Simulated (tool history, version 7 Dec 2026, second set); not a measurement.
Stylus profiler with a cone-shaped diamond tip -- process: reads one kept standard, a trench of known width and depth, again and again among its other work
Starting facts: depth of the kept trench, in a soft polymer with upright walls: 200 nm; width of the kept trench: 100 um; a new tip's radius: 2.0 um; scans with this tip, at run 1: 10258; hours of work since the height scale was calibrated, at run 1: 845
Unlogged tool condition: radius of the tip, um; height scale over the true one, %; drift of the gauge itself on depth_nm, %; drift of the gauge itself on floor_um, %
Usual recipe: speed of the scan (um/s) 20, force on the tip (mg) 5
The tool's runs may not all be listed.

run   hour  speed of the scan (um/s)  force on the tip (mg)  scans with this tip  hours of work since the height scale was calibrated  depth of the trench (nm)  width of the trench's floor (µm)
  1      0                        20                      5                10258                                                  845                    203.26                             97.56
  2   22.1                        22                      5                10439                                                  860                    203.34                             97.56
  3   57.9                        22                      5                10731                                                  884                    203.24                             97.55
  4   74.5                        22                      5                10867                                                  895                    203.11                             97.51
  5   91.3                        22                      5                11004                                                  906                    203.17                             97.58
  6    114                        22                      5                11189                                                  922                    203.24                             97.57
  7  139.6                        22                      5                11399                                                  939                    203.17                             97.49
  8  168.9                        50                      5                11639                                                  959                    203.02                             97.37
  9  207.6                        50                      5                11955                                                  985                    203.21                             97.32
 10  236.1                        50                      5                12188                                                 1004                    203.07                             97.32
 11  264.5                        43                      5                12419                                                 1023                    203.05                             97.37
 12  287.5                        20                      5                12608                                                 1039                    202.92                             97.41
 13    305                        20                   3.57                12750                                                 1050                    202.39                             97.46
 14  337.4                        20                   3.57                13015                                                 1072                    202.21                             97.44
 15  376.6                        37                   6.49                13335                                                 1098                     203.7                              97.4
 16  410.2                        40                   6.05                13610                                                 1121                     203.6                              97.3
 17  433.2                         7                   9.54                13798                                                 1137                    204.87                             97.41
 18  455.3                         7                   9.54                13979                                                 1151                    204.87                             97.47
 19  479.1                        32                   9.54                14173                                                 1167                    205.03                             97.37
 20    500                        22                     12                14344                                                 1182                    206.11                             97.36
 21    532                        30                   1.86                14606                                                 1203                    201.14                             97.25
 22  557.2                         7                   1.86                14811                                                 1220                    201.08                              97.4
 23  586.3                        38                    4.7                15050                                                 1240                    202.66                             97.25
 24  612.5                        20                   7.79                15263                                                 1257                    204.12                             97.35
 25  641.1                        20                   7.79                15497                                                 1276                    204.21                             97.26
 26  661.8                        20                   7.79                15666                                                 1290                    204.07                             97.31
 27  678.7                        20                   7.79                15804                                                 1302                    204.02                             97.29

Below are 3 alternative next runs, each starting from the tool's condition after run 27. Predict each:
  A  700.6                        56                   6.15                15983                                                 1317                         ?                                 ?
  B  700.6                        20                   7.28                15983                                                 1317                         ?                                 ?
  C  700.6                        20                  13.93                15983                                                 1317                         ?                                 ?

run  depth of the trench (nm)  width of the trench's floor (µm)
  A                    203.35                             97.15
  B                    203.95                             97.38
  C                    206.52                             97.31
Without the tool's unlogged condition, the same runs would have read:
run  depth of the trench (nm)  width of the trench's floor (µm)
  A                    204.36                             98.03
  B                    204.96                             98.26
  C                    207.55                             98.19
